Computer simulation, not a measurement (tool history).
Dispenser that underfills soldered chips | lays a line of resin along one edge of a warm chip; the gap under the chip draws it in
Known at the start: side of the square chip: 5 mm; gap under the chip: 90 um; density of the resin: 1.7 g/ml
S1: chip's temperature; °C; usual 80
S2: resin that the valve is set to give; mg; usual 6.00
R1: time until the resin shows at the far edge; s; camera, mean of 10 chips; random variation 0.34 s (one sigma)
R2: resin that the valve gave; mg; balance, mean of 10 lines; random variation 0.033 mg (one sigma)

| run | hour | S1 | S2 | R1 | R2 |
|---|---|---|---|---|---|
| 1 | 0.0 | 80 | 6.00 | 22.3 | 5.79 |
| 2 | 4.7 | 80 | 6.00 | 28.8 | 5.77 |
| 3 | 9.7 | 80 | 6.00 | 18.6 | 5.74 |
| 4 | 14.3 | 72 | 6.00 | 34.4 | 5.79 |
| 5 | 16.8 | 94 | 6.00 | 18.0 | 5.72 |
| 6 | 21.2 | 90 | 6.00 | 12.2 | 5.76 |
| 7 | 26.1 | 90 | 6.16 | 16.4 | 5.84 |
| 8 | 29.5 | 90 | 6.16 | 19.9 | 5.89 |
| 9 | 34.9 | 80 | 6.00 | 19.1 | 5.69 |
| 10 | 37.4 | 93 | 6.00 | 14.5 | 5.73 |
| 11 | 42.5 | 65 | 6.00 | 54.5 | 5.69 |
| 12 | 45.8 | 80 | 6.87 | 17.2 | 6.52 |
| 13 | 47.9 | 80 | 6.00 | 20.0 | 5.67 |
| 14 | 51.4 | 80 | 6.00 | 24.1 | 5.72 |
| 15 | 54.4 | 90 | 6.00 | 20.1 | 5.65 |
| 16 | 58.6 | 90 | 6.00 | 12.1 | 5.67 |
| 17 | 62.9 | 90 | 6.00 | 15.5 | 5.60 |
| 18 | 67.8 | 72 | 6.00 | 39.8 | 5.60 |
| 19 | 70.3 | 77 | 5.58 | 19.0 | 5.20 |
| 20 | 74.7 | 73 | 6.62 | 27.5 | 6.21 |
| 21 | 79.1 | 69 | 7.53 | 41.2 | 7.06 |
| 22 | 83.9 | 94 | 6.10 | 10.4 | 5.71 |
| 23 | 86.3 | 91 | 6.36 | 13.3 | 5.93 |
| 24 | 88.5 | 91 | 5.18 | 15.6 | 4.83 |
| 25 | 92.2 | 82 | 6.35 | 25.9 | 5.89 |
| 26 | 96.8 | 82 | 6.35 | 16.2 | 5.89 |
| 27 | 99.1 | 82 | 5.23 | 19.6 | 4.84 |
| 28 | 101.3 | 82 | 5.23 | 22.6 | 4.84 |
| 29 | 103.7 | 72 | 5.97 | 36.0 | 5.50 |
| 30 | 106.0 | 79 | 6.90 | 31.1 | 6.35 |
| 31 | 109.9 | 79 | 6.90 | 18.5 | 6.33 |
| 32 | 115.0 | 87 | 7.52 | 18.6 | 6.91 |
| 33 | 120.2 | 74 | 7.59 | 19.1 | 6.97 |
| 34 | 124.4 | 80 | 7.63 | 19.6 | 6.97 |
| 35 | 128.9 | 80 | 7.63 | 25.3 | 7.01 |
| 36 | 134.3 | 67 | 5.82 | 28.3 | 5.29 |

Taken out of this log: 11 entries between the listed runs. Where each belongs, and how the hidden state differs across it:
Between runs 2 and 3: new syringe of resin (hour 6.2)
  resin's viscosity, % of fresh resin's: 190.3 -> 123.1; dose that the valve gives, % of what is set: 96.4 -> 96.2; true chip temperature over the reading, C: -0.12 -> -0.14
  measured less the result without the state, R1: +14.0 -> +3.8 s; R2: -0.22 -> -0.23 mg
Between runs 5 and 6: new syringe of resin (hour 18.9)
  resin's viscosity, % of fresh resin's: 186.9 -> 113.5; dose that the valve gives, % of what is set: 95.89 -> 95.72; true chip temperature over the reading, C: -0.17 -> -0.19
  measured less the result without the state, R1: +8.5 -> +1.6 s; R2: -0.25 -> -0.26 mg
Between runs 8 and 9: new syringe of resin (hour 31.4)
  resin's viscosity, % of fresh resin's: 184.7 -> 123.8; dose that the valve gives, % of what is set: 95.36 -> 95.15; true chip temperature over the reading, C: -0.23 -> -0.25
  measured less the result without the state, R1: +9.3 -> +4.0 s; R2: -0.29 -> -0.29 mg
Between runs 11 and 12: new syringe of resin (hour 44.2)
  resin's viscosity, % of fresh resin's: 194.3 -> 111.3; dose that the valve gives, % of what is set: 94.82 -> 94.68; true chip temperature over the reading, C: -0.29 -> -0.3
  measured less the result without the state, R1: +26.8 -> +2.0 s; R2: -0.31 -> -0.36 mg
Between runs 15 and 16: new syringe of resin (hour 56.8)
  resin's viscosity, % of fresh resin's: 184.7 -> 110.3; dose that the valve gives, % of what is set: 94.3 -> 94.13; true chip temperature over the reading, C: -0.34 -> -0.36
  measured less the result without the state, R1: +9.4 -> +1.3 s; R2: -0.34 -> -0.35 mg
Between runs 18 and 19: new syringe of resin (hour 69.6)
  resin's viscosity, % of fresh resin's: 189 -> 105.1; dose that the valve gives, % of what is set: 93.75 -> 93.64; true chip temperature over the reading, C: -0.4 -> -0.41
  measured less the result without the state, R1: +19.5 -> +1.4 s; R2: -0.37 -> -0.35 mg
Between runs 21 and 22: new syringe of resin (hour 82.4)
  resin's viscosity, % of fresh resin's: 176.7 -> 109.7; dose that the valve gives, % of what is set: 93.29 -> 93.1; true chip temperature over the reading, C: -0.45 -> -0.47
  measured less the result without the state, R1: +18.3 -> +1.2 s; R2: -0.50 -> -0.42 mg
Between runs 25 and 26: new syringe of resin (hour 95.0)
  resin's viscosity, % of fresh resin's: 179.5 -> 112.1; dose that the valve gives, % of what is set: 92.72 -> 92.55; true chip temperature over the reading, C: -0.51 -> -0.53
  measured less the result without the state, R1: +11.8 -> +2.2 s; R2: -0.47 -> -0.48 mg
Between runs 30 and 31: new syringe of resin (hour 107.5)
  resin's viscosity, % of fresh resin's: 192.3 -> 114.8; dose that the valve gives, % of what is set: 92.16 -> 92.01; true chip temperature over the reading, C: -0.57 -> -0.59
  measured less the result without the state, R1: +15.4 -> +2.9 s; R2: -0.54 -> -0.55 mg
Between runs 32 and 33: new syringe of resin (hour 120.2)
  resin's viscosity, % of fresh resin's: 155.4 -> 98.1; dose that the valve gives, % of what is set: 91.79 -> 91.58; true chip temperature over the reading, C: -0.61 -> -0.63
  measured less the result without the state, R1: +6.9 -> +0.2 s; R2: -0.61 -> -0.64 mg
Between runs 35 and 36: new syringe of resin (hour 132.9)
  resin's viscosity, % of fresh resin's: 163.5 -> 108.8; dose that the valve gives, % of what is set: 91.2 -> 90.99; true chip temperature over the reading, C: -0.67 -> -0.7
  measured less the result without the state, R1: +10.1 -> +3.5 s; R2: -0.68 -> -0.53 mg
